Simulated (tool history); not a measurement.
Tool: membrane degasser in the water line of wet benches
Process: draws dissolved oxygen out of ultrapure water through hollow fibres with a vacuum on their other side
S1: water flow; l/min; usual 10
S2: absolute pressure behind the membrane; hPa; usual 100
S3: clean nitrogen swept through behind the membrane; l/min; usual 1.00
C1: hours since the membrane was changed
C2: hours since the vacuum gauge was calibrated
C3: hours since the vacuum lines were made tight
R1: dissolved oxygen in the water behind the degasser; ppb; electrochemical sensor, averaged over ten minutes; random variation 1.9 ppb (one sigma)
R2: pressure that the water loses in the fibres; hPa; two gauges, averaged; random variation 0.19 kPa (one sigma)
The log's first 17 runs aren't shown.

run 18 hour=3403.3 | S1=10 S2=154 S3=1.00 | C1=4623 C2=5862 C3=1273 | R1=334.4 R2=426.8
run 19 hour=3700.5 | S1=7 S2=154 S3=2.36 | C1=4921 C2=6159 C3=1570 | R1=105.8 R2=298.3
run 20 hour=3892.1 | S1=7 S2=154 S3=2.36 | C1=5112 C2=6350 C3=1762 | R1=108.1 R2=304.2
run 21 hour=4019.8 | S1=11 S2=235 S3=2.71 | C1=5240 C2=6478 C3=1889 | R1=259.5 R2=473.9
run 22 hour=4287.9 | S1=13 S2=120 S3=0.82 | C1=5508 C2=6746 C3=2158 | R1=411.8 R2=564.6
run 23 hour=4415.6 | S1=13 S2=120 S3=0.84 | C1=5636 C2=6874 C3=2285 | R1=400.1 R2=566.9
-- hour=4548.5 vacuum gauge calibrated
run 24 hour=4548.5 | S1=13 S2=120 S3=0.84 | C1=5768 C2=0 C3=2418 | R1=384.2 R2=559.8
run 25 hour=4819.1 | S1=10 S2=83 S3=2.78 | C1=6039 C2=271 C3=2688 | R1=87.4 R2=436.0
run 26 hour=5006.9 | S1=10 S2=83 S3=2.78 | C1=6227 C2=458 C3=2876 | R1=88.7 R2=434.4
run 27 hour=5261.5 | S1=10 S2=83 S3=2.78 | C1=6481 C2=713 C3=3131 | R1=88.6 R2=434.9
run 28 hour=5452.4 | S1=10 S2=83 S3=2.78 | C1=6672 C2=904 C3=3322 | R1=89.9 R2=440.3
run 29 hour=5744.9 | S1=9 S2=70 S3=1.00 | C1=6965 C2=1196 C3=3614 | R1=119.0 R2=396.3
-- hour=5889.0 seals of the vacuum lines changed
run 30 hour=5902.7 | S1=9 S2=70 S3=0.64 | C1=7120 C2=1352 C3=14 | R1=158.8 R2=400.6
run 31 hour=6146.0 | S1=7 S2=63 S3=0.61 | C1=7364 C2=1595 C3=257 | R1=103.7 R2=309.6

Forecast each of these 3 alternatives for the next run:
run A hour=6272.9 | S1=12 S2=151 S3=0.87 | C1=7491 C2=1722 C3=384 | R1=? R2=?
run B hour=6272.9 | S1=15 S2=100 S3=1.37 | C1=7491 C2=1722 C3=384 | R1=? R2=?
run C hour=6272.9 | S1=7 S2=88 S3=0.61 | C1=7491 C2=1722 C3=384 | R1=? R2=?

run=A R1=441.2 R2=537.6
run=B R1=303.0 R2=665.4
run=C R1=170.7 R2=313.9
Without the tool's hidden state the same runs would have given:
run=A R1=404.4 R2=479.8
run=B R1=248.5 R2=593.7
run=C R1=156.8 R2=280.3
